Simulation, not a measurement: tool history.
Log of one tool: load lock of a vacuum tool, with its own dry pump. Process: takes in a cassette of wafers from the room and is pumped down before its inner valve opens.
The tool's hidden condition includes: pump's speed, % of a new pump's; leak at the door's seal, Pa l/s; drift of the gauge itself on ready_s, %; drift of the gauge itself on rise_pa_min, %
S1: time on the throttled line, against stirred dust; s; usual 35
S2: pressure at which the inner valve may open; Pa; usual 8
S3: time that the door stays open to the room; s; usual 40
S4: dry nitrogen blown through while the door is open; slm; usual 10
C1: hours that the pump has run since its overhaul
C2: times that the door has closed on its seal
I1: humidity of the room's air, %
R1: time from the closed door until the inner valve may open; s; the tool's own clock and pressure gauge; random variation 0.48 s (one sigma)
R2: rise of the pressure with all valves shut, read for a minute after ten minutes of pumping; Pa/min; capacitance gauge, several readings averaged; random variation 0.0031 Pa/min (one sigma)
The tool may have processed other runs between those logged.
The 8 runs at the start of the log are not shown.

{"run": 9, "hour": 1449.6, "S1": 35, "S2": 8, "S3": 40, "S4": 11, "C1": 2659, "C2": 24548, "I1": 45.7, "R1": 62.4, "R2": 0.438}
{"run": 10, "hour": 1579.0, "S1": 35, "S2": 8, "S3": 40, "S4": 10, "C1": 2788, "C2": 24824, "I1": 44.7, "R1": 63.8, "R2": 0.444}
{"run": 11, "hour": 1785.6, "S1": 48, "S2": 8, "S3": 40, "S4": 10, "C1": 2995, "C2": 25263, "I1": 44.3, "R1": 72.8, "R2": 0.448}
{"run": 12, "hour": 1949.3, "S1": 35, "S2": 8, "S3": 40, "S4": 10, "C1": 3158, "C2": 25612, "I1": 42.7, "R1": 62.8, "R2": 0.453}
{"run": 13, "hour": 2161.9, "S1": 35, "S2": 8, "S3": 40, "S4": 10, "C1": 3371, "C2": 26065, "I1": 46.0, "R1": 62.5, "R2": 0.465}
{"run": 14, "hour": 2295.2, "S1": 35, "S2": 8, "S3": 40, "S4": 9, "C1": 3504, "C2": 26348, "I1": 46.7, "R1": 62.9, "R2": 0.484}
{"run": 15, "hour": 2476.9, "S1": 35, "S2": 8, "S3": 40, "S4": 9, "C1": 3686, "C2": 26735, "I1": 47.3, "R1": 62.6, "R2": 0.486}
{"run": 16, "hour": 2595.6, "S1": 35, "S2": 8, "S3": 40, "S4": 9, "C1": 3805, "C2": 26988, "I1": 46.1, "R1": 63.3, "R2": 0.495}
{"run": 17, "hour": 2706.4, "S1": 35, "S2": 8, "S3": 40, "S4": 10, "C1": 3915, "C2": 27224, "I1": 46.1, "R1": 63.5, "R2": 0.512}
{"run": 18, "hour": 2855.2, "S1": 35, "S2": 8, "S3": 40, "S4": 10, "C1": 4064, "C2": 27541, "I1": 44.6, "R1": 63.8, "R2": 0.52}
{"run": 19, "hour": 3001.7, "S1": 35, "S2": 8, "S3": 40, "S4": 10, "C1": 4211, "C2": 27852, "I1": 43.2, "R1": 62.2, "R2": 0.52}
{"hour": 3157.1, "done": "door's seal changed, seat wiped"}
{"run": 20, "hour": 3157.6, "S1": 59, "S2": 8, "S3": 40, "S4": 4, "C1": 4365, "C2": 1, "I1": 45.2, "R1": 80.8, "R2": 0.077}
{"run": 21, "hour": 3302.8, "S1": 27, "S2": 7, "S3": 31, "S4": 27, "C1": 4510, "C2": 310, "I1": 44.9, "R1": 57.6, "R2": 0.036}
{"run": 22, "hour": 3562.2, "S1": 26, "S2": 8, "S3": 29, "S4": 10, "C1": 4770, "C2": 863, "I1": 46.7, "R1": 56.6, "R2": 0.063}
{"run": 23, "hour": 3791.8, "S1": 48, "S2": 8, "S3": 236, "S4": 20, "C1": 4999, "C2": 1351, "I1": 45.3, "R1": 72.7, "R2": 0.106}
{"run": 24, "hour": 4050.2, "S1": 48, "S2": 8, "S3": 236, "S4": 20, "C1": 5258, "C2": 1901, "I1": 47.7, "R1": 73.3, "R2": 0.107}
{"run": 25, "hour": 4212.5, "S1": 48, "S2": 12, "S3": 230, "S4": 20, "C1": 5420, "C2": 2247, "I1": 48.1, "R1": 71.3, "R2": 0.113}
{"run": 26, "hour": 4459.6, "S1": 48, "S2": 12, "S3": 230, "S4": 20, "C1": 5667, "C2": 2773, "I1": 46.7, "R1": 71.9, "R2": 0.11}
{"run": 27, "hour": 4710.3, "S1": 48, "S2": 12, "S3": 57, "S4": 6, "C1": 5918, "C2": 3307, "I1": 42.9, "R1": 72.2, "R2": 0.102}

Run 28, settings as shown, results not yet in. Your forecast:
{"run": 28, "hour": 4910.4, "S1": 48, "S2": 12, "S3": 57, "S4": 6, "C1": 6118, "C2": 3733, "I1": 44.0, "R1": "?", "R2": "?"}

{"run 28": {"R1": 72.0, "R2": 0.106}}
Were there no unlogged condition in the tool, this run, its random variation unchanged, would have produced R1 70.6 s, R2 0.081 Pa/min.

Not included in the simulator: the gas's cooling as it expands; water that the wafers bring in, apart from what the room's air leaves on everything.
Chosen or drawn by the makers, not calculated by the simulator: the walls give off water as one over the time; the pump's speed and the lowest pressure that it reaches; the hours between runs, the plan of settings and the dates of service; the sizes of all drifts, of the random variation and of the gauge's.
